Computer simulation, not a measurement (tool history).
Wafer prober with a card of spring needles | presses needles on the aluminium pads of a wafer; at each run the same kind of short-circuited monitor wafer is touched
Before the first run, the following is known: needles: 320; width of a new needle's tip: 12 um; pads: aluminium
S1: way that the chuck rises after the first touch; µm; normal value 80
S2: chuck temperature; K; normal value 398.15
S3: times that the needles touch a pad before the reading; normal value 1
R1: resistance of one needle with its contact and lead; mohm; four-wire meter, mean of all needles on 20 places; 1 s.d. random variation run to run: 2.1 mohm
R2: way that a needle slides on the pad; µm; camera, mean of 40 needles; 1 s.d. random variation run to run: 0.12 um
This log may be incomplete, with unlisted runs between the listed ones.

Run 1, hour 0.0: usual settings. Result: R1 229 mohm, R2 20.09 µm.
At hour 5.2: tips cleaned on abrasive film.
At hour 9.8: tips cleaned on abrasive film.
Run 2, hour 10.3: usual settings. Result: R1 234 mohm, R2 20.11 µm.
At hour 14.9: tips cleaned on abrasive film.
At hour 19.6: tips cleaned on abrasive film.
At hour 24.6: tips cleaned on abrasive film.
Run 3, hour 24.6: usual settings. Result: R1 230 mohm, R2 20.11 µm.
At hour 29.9: tips cleaned on abrasive film.
At hour 35.1: tips cleaned on abrasive film.
At hour 40.0: tips cleaned on abrasive film.
Run 4, hour 41.6: usual settings. Result: R1 235 mohm, R2 19.92 µm.
At hour 44.5: tips cleaned on abrasive film.
At hour 49.1: tips cleaned on abrasive film.
At hour 54.7: tips cleaned on abrasive film.
Run 5, hour 56.5: usual settings but S1 81 µm. Result: R1 238 mohm, R2 20.02 µm.
At hour 59.8: tips cleaned on abrasive film.
At hour 64.9: tips cleaned on abrasive film.
Run 6, hour 67.6: usual settings but S1 97 µm. Result: R1 238 mohm, R2 24.24 µm.
At hour 69.7: tips cleaned on abrasive film.
At hour 75.0: tips cleaned on abrasive film.
At hour 80.1: tips cleaned on abrasive film.
Run 7, hour 83.9: usual settings but S1 97 µm. Result: R1 237 mohm, R2 24.09 µm.
At hour 84.9: tips cleaned on abrasive film.
At hour 90.4: tips cleaned on abrasive film.
Run 8, hour 92.4: usual settings but S1 97 µm. Result: R1 235 mohm, R2 23.98 µm.
At hour 95.4: tips cleaned on abrasive film.
At hour 100.5: tips cleaned on abrasive film.
Run 9, hour 101.9: usual settings but S1 97 µm, S2 327.15 K. Result: R1 215 mohm, R2 23.95 µm.
At hour 105.0: tips cleaned on abrasive film.
At hour 110.4: tips cleaned on abrasive film.
At hour 115.0: tips cleaned on abrasive film.
Run 10, hour 115.0: usual settings but S1 85 µm, S2 305.15 K, S3 2. Result: R1 204 mohm, R2 21.11 µm.
At hour 120.1: tips cleaned on abrasive film.
At hour 124.9: tips cleaned on abrasive film.
At hour 129.8: tips cleaned on abrasive film.
Run 11, hour 131.4: usual settings but S1 79 µm, S2 369.15 K. Result: R1 229 mohm, R2 19.54 µm.
At hour 134.8: tips cleaned on abrasive film.
At hour 139.8: tips cleaned on abrasive film.
Run 12, hour 143.6: usual settings but S1 75 µm, S2 320.15 K, S3 2. Result: R1 220 mohm, R2 18.61 µm.
At hour 144.8: tips cleaned on abrasive film.
At hour 149.8: tips cleaned on abrasive film.
Run 13, hour 152.1: usual settings but S1 79 µm, S2 344.15 K, S3 2. Result: R1 221 mohm, R2 19.51 µm.
At hour 154.4: tips cleaned on abrasive film.
At hour 159.8: tips cleaned on abrasive film.
At hour 164.7: tips cleaned on abrasive film.
Run 14, hour 166.9: usual settings but S1 85 µm, S2 344.15 K. Result: R1 221 mohm, R2 20.97 µm.
At hour 169.9: tips cleaned on abrasive film.
At hour 175.3: tips cleaned on abrasive film.
At hour 180.4: tips cleaned on abrasive film.
Run 15, hour 184.3: usual settings but S1 75 µm, S2 316.15 K, S3 2. Result: R1 221 mohm, R2 18.38 µm.

What would each run have given without the hidden state, its run-to-run variation left as it was?
The tool's hidden condition here consists of: debris on the tips, nm; way that the needles fall short of the set height, um; tips' diameter, um; drift of the gauge itself on contact_mohm, %; drift of the gauge itself on scrub_um, %.
run   R1     R2
  1  226  20.10
  2  231  20.15
  3  229  20.19
  4  228  20.05
  5  230  20.19
  6  229  24.44
  7  226  24.34
  8  227  24.25
  9  210  24.25
 10  204  21.45
 11  223  19.92
 12  213  19.03
 13  216  19.94
 14  213  21.45
 15  213  18.90
